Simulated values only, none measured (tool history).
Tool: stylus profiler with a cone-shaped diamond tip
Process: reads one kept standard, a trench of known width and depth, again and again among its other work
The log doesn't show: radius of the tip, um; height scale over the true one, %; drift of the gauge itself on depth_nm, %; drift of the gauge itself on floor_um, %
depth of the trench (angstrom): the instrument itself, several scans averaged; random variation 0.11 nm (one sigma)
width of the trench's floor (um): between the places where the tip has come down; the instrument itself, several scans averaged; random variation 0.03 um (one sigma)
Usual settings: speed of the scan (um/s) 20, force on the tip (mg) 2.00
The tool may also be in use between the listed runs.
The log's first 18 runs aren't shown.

run	hour	speed of the scan (um/s)	force on the tip (mg)	scans with this tip	hours of work since the height scale was calibrated	depth of the trench (angstrom)	width of the trench's floor (um)
19	1401.8	20	2.10	11747	636	2017.0	96.44
20	1463.9	18	5.07	11879	666	2032.1	96.41
21	1531.5	18	5.07	12023	698	2032.1	96.41
22	1614.1	8	0.69	12199	738	2004.0	96.40
23	1688.1	5	2.13	12357	774	2017.3	96.42
24	1786.3	20	4.73	12566	822	2030.3	96.39
25	1889.7	20	3.95	12786	871	2026.4	96.37
26	1981.7	42	2.43	12982	916	2017.4	96.23
27	2064.5	6	1.32	13159	956	2009.6	96.41
28	2156.5	20	2.71	13355	1000	2020.1	96.34
29	2233.1	5	1.28	13518	1037	2008.3	96.42
30	2325.1	6	1.11	13714	1082	2006.9	96.37
31	2384.1	16	2.00	13840	1110	2013.3	96.35
32	2455.1	51	4.82	13991	1145	2029.7	96.19
33	2521.9	28	1.26	14133	1177	2006.0	96.11
34	2575.8	28	1.26	14248	1203	2007.9	96.22
35	2626.7	28	1.26	14357	1227	2008.1	96.18
36	2709.9	28	1.26	14534	1268	2007.4	96.18
37	2772.6	7	2.01	14668	1298	2012.2	96.30

Forecast each of these 4 alternatives for the next run:
A	2878.1	21	1.76	14893	1349	?	?
B	2878.1	6	2.45	14893	1349	?	?
C	2878.1	76	3.47	14893	1349	?	?
D	2878.1	32	3.12	14893	1349	?	?

run	depth of the trench (angstrom)	width of the trench's floor (um)
A	2011.1	96.20
B	2014.2	96.30
C	2019.0	96.06
D	2019.4	96.20
Without the tool's hidden state the same runs would have given:
run	depth of the trench (angstrom)	width of the trench's floor (um)
A	2018.7	97.07
B	2021.8	97.17
C	2026.7	96.93
D	2027.1	97.08
